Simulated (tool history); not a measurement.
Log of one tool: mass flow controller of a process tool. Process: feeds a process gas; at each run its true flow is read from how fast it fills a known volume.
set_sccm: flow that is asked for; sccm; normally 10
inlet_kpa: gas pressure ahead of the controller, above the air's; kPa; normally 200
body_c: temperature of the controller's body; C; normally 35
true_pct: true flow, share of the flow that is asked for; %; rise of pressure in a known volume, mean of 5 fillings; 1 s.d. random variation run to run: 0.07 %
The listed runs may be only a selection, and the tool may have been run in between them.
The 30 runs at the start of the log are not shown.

run    hour  set_sccm  inlet_kpa  body_c  hours of work since the controller was set to zero  hours of work since the controller was changed  true_pct
 31  5834.4         2        234      35                                                4154                                            8683    106.98
 32  5958.3         2        255      21                                                4245                                            8773    107.63
 33  6072.6        10        251      33                                                4328                                            8857     98.38
 34  6307.2        10        251      33                                                4499                                            9027     98.48
     6350.6  -- controller's zero set anew
 35  6567.6         2        199      32                                                 158                                            9217     96.56
 36  6741.3         7        153      36                                                 284                                            9343     96.33
 37  6953.8        12        147      36                                                 439                                            9498     96.57
     7033.2  -- controller exchanged for a calibrated one
 38  7118.8         4        260      22                                                  62                                              62     99.50

Each row is a separate what-if for the run after 38, all from the same tool condition, not one after another. Results?
  A  7240.0         4        171      22                                                 151                                             151         ?
  B  7240.0         6        163      26                                                 151                                             151         ?
  C  7240.0         4        200      30                                                 151                                             151         ?

run  true_pct
  A     99.95
  B     99.97
  C     99.62
With the hidden condition removed and each run's random variation left untouched, the same runs would have given:
run  true_pct
  A     99.40
  B     99.56
  C     99.07
